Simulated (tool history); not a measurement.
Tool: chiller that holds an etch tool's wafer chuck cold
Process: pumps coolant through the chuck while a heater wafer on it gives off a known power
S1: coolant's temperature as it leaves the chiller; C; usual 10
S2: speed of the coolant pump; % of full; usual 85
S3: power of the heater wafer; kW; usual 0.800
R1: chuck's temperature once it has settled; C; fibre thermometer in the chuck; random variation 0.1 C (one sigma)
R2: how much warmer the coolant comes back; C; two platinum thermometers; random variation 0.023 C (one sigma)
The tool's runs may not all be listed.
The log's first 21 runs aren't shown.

Run 22, hour 2062.3: usual settings but S1 2 C. Result: R1 10.0 C, R2 2.23 C.
Run 23, hour 2122.2: usual settings but S1 11 C, S2 65 % of full, S3 0.607 kW. Result: R1 18.5 C, R2 2.25 C.
Run 24, hour 2209.8: usual settings but S1 4 C, S3 0.607 kW. Result: R1 10.2 C, R2 1.77 C.
Run 25, hour 2343.2: usual settings but S1 16 C, S2 82 % of full, S3 0.712 kW. Result: R1 23.3 C, R2 2.16 C.
Run 26, hour 2462.2: usual settings but S1 16 C, S2 83 % of full, S3 0.434 kW. Result: R1 20.6 C, R2 1.38 C.
Run 27, hour 2538.2: usual settings but S1 19 C, S3 0.759 kW. Result: R1 26.7 C, R2 2.21 C.
Run 28, hour 2603.2: usual settings but S2 65 % of full, S3 0.654 kW. Result: R1 18.1 C, R2 2.39 C.
Run 29, hour 2709.7: usual settings but S1 18 C, S2 80 % of full, S3 0.422 kW. Result: R1 22.6 C, R2 1.47 C.
Run 30, hour 2772.2: usual settings but S1 13 C, S2 71 % of full, S3 0.951 kW. Result: R1 24.1 C, R2 3.20 C.
Run 31, hour 2914.8: usual settings but S1 2 C, S3 1.158 kW. Result: R1 13.8 C, R2 3.24 C.
Run 32, hour 2978.0: usual settings but S1 2 C, S3 1.158 kW. Result: R1 13.7 C, R2 3.23 C.

Forecast each of these 3 alternatives for the next run:
Run A, hour 3078.7: usual settings but S1 2 C, S3 1.000 kW. Result: R1 ?, R2 ?.
Run B, hour 3078.7: usual settings but S1 13 C, S2 91 % of full, S3 0.745 kW. Result: R1 ?, R2 ?.
Run C, hour 3078.7: usual settings but S1 11 C, S2 82 % of full, S3 0.928 kW. Result: R1 ?, R2 ?.

run    R1    R2
  A  11.9  2.88
  B  20.1  2.07
  C  20.4  2.77
Without the tool's hidden state the same runs would have given:
run    R1    R2
  A  11.9  2.55
  B  20.1  1.73
  C  20.4  2.44
